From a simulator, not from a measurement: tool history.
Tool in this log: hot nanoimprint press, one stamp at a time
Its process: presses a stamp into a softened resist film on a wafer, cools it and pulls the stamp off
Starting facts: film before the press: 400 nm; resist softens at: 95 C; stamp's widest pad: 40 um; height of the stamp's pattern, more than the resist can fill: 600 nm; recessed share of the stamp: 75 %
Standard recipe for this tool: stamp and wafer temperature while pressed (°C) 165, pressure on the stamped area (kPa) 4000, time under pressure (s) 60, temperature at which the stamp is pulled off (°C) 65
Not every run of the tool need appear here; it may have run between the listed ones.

run	hour	stamp and wafer temperature while pressed (°C)	pressure on the stamped area (kPa)	time under pressure (s)	temperature at which the stamp is pulled off (°C)	resist left under the stamp's widest pad (Å)	greatest force while the stamp is pulled off (N)
1	0	165	4000	60	65	2123	183
2	22.5	165	4000	60	65	2128	193
3	38	165	4000	60	65	2130	192
# hour 62.6: stamp cleaned and given a new release coat
4	62.6	165	4000	60	65	2123	159
5	73.3	165	4000	60	65	2133	162
6	87.7	165	4000	60	65	2131	170
7	101.4	165	4000	60	65	2132	173
8	119.1	165	4000	60	65	2135	176
9	138.1	165	5360	60	65	1828	186
10	152.8	165	5360	60	65	1827	185
11	171.7	165	5360	60	65	1826	197
12	187.4	165	5360	60	65	1832	202
# hour 198.6: stamp cleaned and given a new release coat
13	214.7	165	4000	60	65	2142	171
14	225.7	165	4410	60	65	2035	170
15	247.7	165	4410	60	65	2035	174
16	260.8	164	4870	64	65	1945	174

Run 17 is up next; what results do you expect?
17	272.7	164	4870	64	52	?	?

resist left under the stamp's widest pad (Å): 1962
greatest force while the stamp is pulled off (N): 212
The same run, on a tool lacking any hidden state, would have yielded resist left under the stamp's widest pad (Å) 1922, greatest force while the stamp is pulled off (N) 185.
